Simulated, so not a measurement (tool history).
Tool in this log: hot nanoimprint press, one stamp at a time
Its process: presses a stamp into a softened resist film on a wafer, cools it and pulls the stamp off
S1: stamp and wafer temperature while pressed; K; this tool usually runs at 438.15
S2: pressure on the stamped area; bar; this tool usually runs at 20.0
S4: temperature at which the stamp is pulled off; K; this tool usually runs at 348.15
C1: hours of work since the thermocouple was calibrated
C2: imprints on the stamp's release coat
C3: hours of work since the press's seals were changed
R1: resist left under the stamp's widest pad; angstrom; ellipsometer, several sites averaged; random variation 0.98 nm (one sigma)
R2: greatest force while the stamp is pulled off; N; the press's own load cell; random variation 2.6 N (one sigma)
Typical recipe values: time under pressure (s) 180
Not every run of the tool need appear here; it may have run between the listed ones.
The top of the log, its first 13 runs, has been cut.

{"run": 14, "hour": 313.6, "S1": 438.15, "S2": 20.0, "time under pressure (s)": 180, "S4": 348.15, "C1": 186, "C2": 567, "C3": 229, "R1": 1894, "R2": 147}
{"run": 15, "hour": 327.4, "S1": 438.15, "S2": 20.0, "time under pressure (s)": 180, "S4": 348.15, "C1": 195, "C2": 622, "C3": 238, "R1": 1894, "R2": 149}
{"hour": 339.4, "done": "stamp cleaned and given a new release coat"}
{"run": 16, "hour": 357.5, "S1": 438.15, "S2": 29.8, "time under pressure (s)": 180, "S4": 348.15, "C1": 211, "C2": 72, "C3": 254, "R1": 1555, "R2": 147}
{"run": 17, "hour": 380.8, "S1": 427.15, "S2": 20.0, "time under pressure (s)": 180, "S4": 348.15, "C1": 227, "C2": 165, "C3": 269, "R1": 2934, "R2": 146}
{"run": 18, "hour": 408.4, "S1": 444.15, "S2": 13.9, "time under pressure (s)": 115, "S4": 344.15, "C1": 245, "C2": 275, "C3": 287, "R1": 2017, "R2": 161}
{"run": 19, "hour": 423.7, "S1": 444.15, "S2": 13.9, "time under pressure (s)": 115, "S4": 344.15, "C1": 255, "C2": 336, "C3": 298, "R1": 2018, "R2": 152}
{"run": 20, "hour": 444.9, "S1": 438.15, "S2": 15.4, "time under pressure (s)": 180, "S4": 348.15, "C1": 269, "C2": 421, "C3": 312, "R1": 2107, "R2": 151}
{"run": 21, "hour": 461.5, "S1": 438.15, "S2": 15.4, "time under pressure (s)": 180, "S4": 348.15, "C1": 280, "C2": 487, "C3": 323, "R1": 2133, "R2": 144}
{"run": 22, "hour": 476.3, "S1": 434.15, "S2": 15.4, "time under pressure (s)": 123, "S4": 351.15, "C1": 290, "C2": 546, "C3": 332, "R1": 2754, "R2": 140}
{"run": 23, "hour": 492.9, "S1": 433.15, "S2": 18.8, "time under pressure (s)": 226, "S4": 354.15, "C1": 301, "C2": 612, "C3": 343, "R1": 2245, "R2": 137}
{"hour": 509.0, "done": "stamp cleaned and given a new release coat"}
{"run": 24, "hour": 520.6, "S1": 449.15, "S2": 27.7, "time under pressure (s)": 141, "S4": 345.15, "C1": 315, "C2": 47, "C3": 358, "R1": 1058, "R2": 150}
{"run": 25, "hour": 536.3, "S1": 449.15, "S2": 27.7, "time under pressure (s)": 255, "S4": 342.15, "C1": 325, "C2": 109, "C3": 368, "R1": 819, "R2": 164}
{"hour": 544.3, "done": "plate thermocouple calibrated"}
{"run": 26, "hour": 568.8, "S1": 449.15, "S2": 27.7, "time under pressure (s)": 255, "S4": 342.15, "C1": 16, "C2": 227, "C3": 387, "R1": 827, "R2": 160}
{"run": 27, "hour": 592.1, "S1": 438.15, "S2": 20.8, "time under pressure (s)": 180, "S4": 348.15, "C1": 32, "C2": 320, "C3": 403, "R1": 1862, "R2": 150}
{"run": 28, "hour": 620.3, "S1": 438.15, "S2": 20.8, "time under pressure (s)": 241, "S4": 338.15, "C1": 50, "C2": 432, "C3": 421, "R1": 1667, "R2": 170}
{"run": 29, "hour": 637.6, "S1": 438.15, "S2": 30.0, "time under pressure (s)": 180, "S4": 354.15, "C1": 62, "C2": 501, "C3": 433, "R1": 1571, "R2": 134}
{"run": 30, "hour": 656.0, "S1": 438.15, "S2": 20.0, "time under pressure (s)": 105, "S4": 346.15, "C1": 74, "C2": 575, "C3": 445, "R1": 2264, "R2": 157}
{"run": 31, "hour": 673.2, "S1": 442.15, "S2": 28.8, "time under pressure (s)": 98, "S4": 350.15, "C1": 85, "C2": 643, "C3": 456, "R1": 1686, "R2": 140}

Branching from run 31: 3 alternative next runs. What would each branch give?
{"hour": 680.4, "done": "stamp cleaned and given a new release coat"}
{"run": "A", "hour": 698.9, "S1": 438.15, "S2": 20.0, "time under pressure (s)": 170, "S4": 347.15, "C1": 98, "C2": 74, "C3": 469, "R1": "?", "R2": "?"}
{"hour": 680.4, "done": "stamp cleaned and given a new release coat"}
{"run": "B", "hour": 698.9, "S1": 427.15, "S2": 23.3, "time under pressure (s)": 180, "S4": 348.15, "C1": 98, "C2": 74, "C3": 469, "R1": "?", "R2": "?"}
{"hour": 680.4, "done": "stamp cleaned and given a new release coat"}
{"run": "C", "hour": 698.9, "S1": 438.15, "S2": 20.0, "time under pressure (s)": 180, "S4": 346.15, "C1": 98, "C2": 74, "C3": 469, "R1": "?", "R2": "?"}

run=A R1=1937 R2=146
run=B R1=2835 R2=149
run=C R1=1898 R2=151
Stripped of hidden state, with their random variation kept, the same runs would have yielded:
run=A R1=1936 R2=146
run=B R1=2834 R2=149
run=C R1=1898 R2=151
